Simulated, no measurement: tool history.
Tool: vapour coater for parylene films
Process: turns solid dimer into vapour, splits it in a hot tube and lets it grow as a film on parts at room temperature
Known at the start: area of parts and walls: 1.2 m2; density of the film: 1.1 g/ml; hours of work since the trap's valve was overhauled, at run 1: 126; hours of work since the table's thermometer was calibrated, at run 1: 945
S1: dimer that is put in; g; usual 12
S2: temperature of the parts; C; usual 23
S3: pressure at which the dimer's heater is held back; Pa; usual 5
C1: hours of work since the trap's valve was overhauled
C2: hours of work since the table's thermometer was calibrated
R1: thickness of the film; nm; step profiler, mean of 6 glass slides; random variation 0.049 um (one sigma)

{"run": 1, "hour": 0.0, "S1": 12, "S2": 23, "S3": 5, "C1": 126, "C2": 945, "R1": 5500}
{"run": 2, "hour": 34.7, "S1": 12, "S2": 23, "S3": 5, "C1": 152, "C2": 972, "R1": 5510}
{"run": 3, "hour": 54.2, "S1": 12, "S2": 23, "S3": 5, "C1": 167, "C2": 987, "R1": 5540}
{"run": 4, "hour": 83.5, "S1": 12, "S2": 23, "S3": 5, "C1": 190, "C2": 1009, "R1": 5430}
{"run": 5, "hour": 120.2, "S1": 12, "S2": 23, "S3": 5, "C1": 218, "C2": 1037, "R1": 5600}
{"run": 6, "hour": 160.8, "S1": 12, "S2": 23, "S3": 5, "C1": 249, "C2": 1069, "R1": 5470}
{"run": 7, "hour": 189.0, "S1": 12, "S2": 23, "S3": 5, "C1": 271, "C2": 1090, "R1": 5490}
{"run": 8, "hour": 210.7, "S1": 12, "S2": 23, "S3": 5, "C1": 288, "C2": 1107, "R1": 5510}
{"run": 9, "hour": 247.1, "S1": 12, "S2": 25, "S3": 5, "C1": 316, "C2": 1135, "R1": 5280}
{"run": 10, "hour": 275.1, "S1": 11, "S2": 28, "S3": 6.17, "C1": 337, "C2": 1156, "R1": 4480}
{"run": 11, "hour": 295.8, "S1": 12, "S2": 23, "S3": 8.96, "C1": 353, "C2": 1172, "R1": 5040}
{"run": 12, "hour": 328.4, "S1": 7, "S2": 35, "S3": 4.97, "C1": 378, "C2": 1197, "R1": 2610}
{"run": 13, "hour": 355.9, "S1": 7, "S2": 35, "S3": 4.97, "C1": 399, "C2": 1219, "R1": 2680}
{"run": 14, "hour": 398.6, "S1": 9, "S2": 23, "S3": 3.24, "C1": 432, "C2": 1251, "R1": 4500}
{"run": 15, "hour": 428.5, "S1": 9, "S2": 23, "S3": 3.24, "C1": 455, "C2": 1274, "R1": 4440}
{"hour": 435.2, "done": "trap's valve overhauled"}
{"run": 16, "hour": 450.8, "S1": 12, "S2": 23, "S3": 5.03, "C1": 12, "C2": 1288, "R1": 5610}
{"run": 17, "hour": 488.7, "S1": 17, "S2": 25, "S3": 3.89, "C1": 41, "C2": 1318, "R1": 7880}

5 ways to go on from here, each from the tool as it stands after run 17. What would each give?
{"run": "A", "hour": 518.1, "S1": 6, "S2": 23, "S3": 11.72, "C1": 64, "C2": 1340, "R1": "?"}
{"run": "B", "hour": 518.1, "S1": 8, "S2": 33, "S3": 11.36, "C1": 64, "C2": 1340, "R1": "?"}
{"run": "C", "hour": 518.1, "S1": 17, "S2": 25, "S3": 2.15, "C1": 64, "C2": 1340, "R1": "?"}
{"run": "D", "hour": 518.1, "S1": 7, "S2": 23, "S3": 5, "C1": 64, "C2": 1340, "R1": "?"}
{"run": "E", "hour": 518.1, "S1": 17, "S2": 21, "S3": 3.27, "C1": 64, "C2": 1340, "R1": "?"}

run=A R1=2380
run=B R1=2730
run=C R1=8610
run=D R1=3210
run=E R1=8790
Without the tool's hidden state the same runs would have given:
run=A R1=2380
run=B R1=2730
run=C R1=8610
run=D R1=3210
run=E R1=8790
